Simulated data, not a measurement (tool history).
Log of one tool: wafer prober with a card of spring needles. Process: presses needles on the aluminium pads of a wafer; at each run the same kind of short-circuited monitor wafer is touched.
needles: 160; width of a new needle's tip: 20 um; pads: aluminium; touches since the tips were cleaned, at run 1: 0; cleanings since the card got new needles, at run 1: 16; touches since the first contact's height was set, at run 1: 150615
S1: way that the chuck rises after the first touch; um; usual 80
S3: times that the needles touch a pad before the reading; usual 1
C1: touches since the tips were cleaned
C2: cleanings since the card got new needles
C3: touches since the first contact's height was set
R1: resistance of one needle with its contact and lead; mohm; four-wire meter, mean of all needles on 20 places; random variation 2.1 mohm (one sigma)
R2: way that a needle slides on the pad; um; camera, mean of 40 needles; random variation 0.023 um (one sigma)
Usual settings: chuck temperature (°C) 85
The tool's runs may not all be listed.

{"run": 1, "day": 0.0, "S1": 80, "chuck temperature (°C)": 85, "S3": 1, "C1": 0, "C2": 16, "C3": 150615, "R1": 225, "R2": 10.09}
{"run": 2, "day": 1.571, "S1": 80, "chuck temperature (°C)": 85, "S3": 1, "C1": 6317, "C2": 16, "C3": 156932, "R1": 230, "R2": 10.06}
{"day": 2.021, "done": "tips cleaned on abrasive film"}
{"day": 3.929, "done": "tips cleaned on abrasive film"}
{"run": 3, "day": 4.446, "S1": 80, "chuck temperature (°C)": 85, "S3": 1, "C1": 2074, "C2": 18, "C3": 168444, "R1": 233, "R2": 10.11}
{"day": 6.046, "done": "tips cleaned on abrasive film"}
{"run": 4, "day": 6.046, "S1": 80, "chuck temperature (°C)": 85, "S3": 1, "C1": 0, "C2": 19, "C3": 174851, "R1": 230, "R2": 10.09}
{"day": 8.2, "done": "tips cleaned on abrasive film"}
{"run": 5, "day": 9.508, "S1": 80, "chuck temperature (°C)": 85, "S3": 1, "C1": 5258, "C2": 20, "C3": 188754, "R1": 229, "R2": 10.1}
{"day": 10.142, "done": "tips cleaned on abrasive film"}
{"run": 6, "day": 11.892, "S1": 80, "chuck temperature (°C)": 85, "S3": 1, "C1": 7018, "C2": 21, "C3": 198303, "R1": 227, "R2": 10.09}
{"day": 12.146, "done": "tips cleaned on abrasive film"}
{"day": 14.125, "done": "tips cleaned on abrasive film"}
{"run": 7, "day": 14.125, "S1": 80, "chuck temperature (°C)": 85, "S3": 1, "C1": 0, "C2": 23, "C3": 207246, "R1": 228, "R2": 10.13}
{"day": 16.033, "done": "tips cleaned on abrasive film"}
{"run": 8, "day": 17.546, "S1": 80, "chuck temperature (°C)": 85, "S3": 1, "C1": 6069, "C2": 24, "C3": 220974, "R1": 230, "R2": 10.22}
{"day": 18.042, "done": "tips cleaned on abrasive film"}
{"run": 9, "day": 19.896, "S1": 80, "chuck temperature (°C)": 85, "S3": 1, "C1": 7440, "C2": 25, "C3": 230396, "R1": 230, "R2": 10.14}
{"day": 20.154, "done": "tips cleaned on abrasive film"}
{"day": 20.671, "done": "height of the first contact set anew"}
{"day": 22.175, "done": "tips cleaned on abrasive film"}
{"run": 10, "day": 23.262, "S1": 80, "chuck temperature (°C)": 85, "S3": 1, "C1": 4376, "C2": 27, "C3": 10394, "R1": 231, "R2": 10.17}
{"day": 24.258, "done": "tips cleaned on abrasive film"}
{"run": 11, "day": 25.112, "S1": 80, "chuck temperature (°C)": 85, "S3": 1, "C1": 3424, "C2": 28, "C3": 17804, "R1": 228, "R2": 10.14}
{"day": 26.271, "done": "tips cleaned on abrasive film"}
{"run": 12, "day": 27.808, "S1": 80, "chuck temperature (°C)": 85, "S3": 1, "C1": 6176, "C2": 29, "C3": 28612, "R1": 231, "R2": 10.17}
{"day": 28.367, "done": "tips cleaned on abrasive film"}
{"run": 13, "day": 29.546, "S1": 80, "chuck temperature (°C)": 85, "S3": 1, "C1": 4738, "C2": 30, "C3": 35587, "R1": 229, "R2": 10.18}
{"day": 30.271, "done": "tips cleaned on abrasive film"}
{"run": 14, "day": 31.375, "S1": 80, "chuck temperature (°C)": 85, "S3": 1, "C1": 4426, "C2": 31, "C3": 42911, "R1": 226, "R2": 10.18}
{"day": 32.271, "done": "tips cleaned on abrasive film"}
{"run": 15, "day": 32.921, "S1": 80, "chuck temperature (°C)": 85, "S3": 1, "C1": 2598, "C2": 32, "C3": 49101, "R1": 231, "R2": 10.19}
{"day": 34.267, "done": "tips cleaned on abrasive film"}
{"run": 16, "day": 34.446, "S1": 80, "chuck temperature (°C)": 85, "S3": 1, "C1": 729, "C2": 33, "C3": 55221, "R1": 225, "R2": 10.25}
{"day": 36.208, "done": "tips cleaned on abrasive film"}
{"run": 17, "day": 37.083, "S1": 97, "chuck temperature (°C)": 44, "S3": 2, "C1": 3520, "C2": 34, "C3": 65802, "R1": 216, "R2": 12.44}
{"day": 38.183, "done": "tips cleaned on abrasive film"}
{"run": 18, "day": 39.967, "S1": 90, "chuck temperature (°C)": 85, "S3": 2, "C1": 7159, "C2": 35, "C3": 77362, "R1": 227, "R2": 11.5}
{"day": 40.183, "done": "tips cleaned on abrasive film"}
{"day": 42.192, "done": "tips cleaned on abrasive film"}
{"run": 19, "day": 42.767, "S1": 81, "chuck temperature (°C)": 85, "S3": 2, "C1": 2316, "C2": 37, "C3": 88587, "R1": 227, "R2": 10.4}
{"day": 44.267, "done": "tips cleaned on abrasive film"}
{"day": 46.2, "done": "tips cleaned on abrasive film"}
{"run": 20, "day": 46.258, "S1": 81, "chuck temperature (°C)": 85, "S3": 2, "C1": 223, "C2": 39, "C3": 102572, "R1": 229, "R2": 10.38}
{"day": 48.329, "done": "tips cleaned on abrasive film"}
{"run": 21, "day": 48.583, "S1": 81, "chuck temperature (°C)": 85, "S3": 2, "C1": 1029, "C2": 40, "C3": 111908, "R1": 229, "R2": 10.41}
{"day": 50.25, "done": "tips cleaned on abrasive film"}
{"run": 22, "day": 50.992, "S1": 81, "chuck temperature (°C)": 85, "S3": 2, "C1": 2990, "C2": 41, "C3": 121567, "R1": 229, "R2": 10.43}
{"day": 52.229, "done": "tips cleaned on abrasive film"}
{"run": 23, "day": 52.408, "S1": 80, "chuck temperature (°C)": 85, "S3": 2, "C1": 705, "C2": 42, "C3": 127228, "R1": 231, "R2": 10.29}
{"day": 54.321, "done": "gauge calibrated"}
{"day": 54.325, "done": "tips cleaned on abrasive film"}
{"run": 24, "day": 54.625, "S1": 80, "chuck temperature (°C)": 85, "S3": 2, "C1": 1218, "C2": 43, "C3": 136131, "R1": 229, "R2": 10.06}
{"run": 25, "day": 56.129, "S1": 87, "chuck temperature (°C)": 30, "S3": 2, "C1": 7250, "C2": 43, "C3": 142163, "R1": 218, "R2": 10.93}
{"day": 56.288, "done": "tips cleaned on abrasive film"}
{"day": 58.254, "done": "tips cleaned on abrasive film"}
{"run": 26, "day": 59.375, "S1": 74, "chuck temperature (°C)": 85, "S3": 2, "C1": 4503, "C2": 45, "C3": 155168, "R1": 227, "R2": 9.3}
{"day": 60.388, "done": "tips cleaned on abrasive film"}
{"run": 27, "day": 61.654, "S1": 74, "chuck temperature (°C)": 85, "S3": 2, "C1": 5094, "C2": 46, "C3": 164315, "R1": 226, "R2": 9.31}
{"day": 62.379, "done": "tips cleaned on abrasive film"}
{"day": 64.338, "done": "tips cleaned on abrasive film"}
{"run": 28, "day": 64.675, "S1": 74, "chuck temperature (°C)": 85, "S3": 2, "C1": 1359, "C2": 48, "C3": 176427, "R1": 233, "R2": 9.3}
{"day": 66.388, "done": "tips cleaned on abrasive film"}
{"run": 29, "day": 67.229, "S1": 81, "chuck temperature (°C)": 117, "S3": 3, "C1": 3383, "C2": 49, "C3": 186662, "R1": 237, "R2": 10.25}
{"day": 68.292, "done": "tips cleaned on abrasive film"}
{"run": 30, "day": 70.083, "S1": 81, "chuck temperature (°C)": 117, "S3": 3, "C1": 7210, "C2": 50, "C3": 198120, "R1": 235, "R2": 10.28}
{"day": 70.258, "done": "tips cleaned on abrasive film"}
{"day": 72.192, "done": "tips cleaned on abrasive film"}
{"run": 31, "day": 73.538, "S1": 81, "chuck temperature (°C)": 117, "S3": 3, "C1": 5414, "C2": 52, "C3": 211958, "R1": 235, "R2": 10.26}

Measured less the same run without the tool's hidden state. The same run-to-run variation is in both; the gauge's scatter may not be:
The hidden state here: debris on the tips, nm; way that the needles fall short of the set height, um; tips' diameter, um; drift of the gauge itself on contact_mohm, %; drift of the gauge itself on scrub_um, %.
run=1 R2=+0.00
run=2 R2=+0.01
run=3 R2=+0.01
run=4 R2=+0.03
run=5 R2=+0.04
run=6 R2=+0.05
run=7 R2=+0.07
run=8 R2=+0.08
run=9 R2=+0.09
run=10 R2=+0.11
run=11 R2=+0.12
run=12 R2=+0.13
run=13 R2=+0.14
run=14 R2=+0.15
run=15 R2=+0.16
run=16 R2=+0.17
run=17 R2=+0.22
run=18 R2=+0.21
run=19 R2=+0.20
run=20 R2=+0.22
run=21 R2=+0.24
run=22 R2=+0.24
run=23 R2=+0.25
run=24 R2=+0.00
run=25 R2=+0.01
run=26 R2=+0.02
run=27 R2=+0.03
run=28 R2=+0.04
run=29 R2=+0.06
run=30 R2=+0.08
run=31 R2=+0.09
R1: within 1 mohm of the measured result in every run.

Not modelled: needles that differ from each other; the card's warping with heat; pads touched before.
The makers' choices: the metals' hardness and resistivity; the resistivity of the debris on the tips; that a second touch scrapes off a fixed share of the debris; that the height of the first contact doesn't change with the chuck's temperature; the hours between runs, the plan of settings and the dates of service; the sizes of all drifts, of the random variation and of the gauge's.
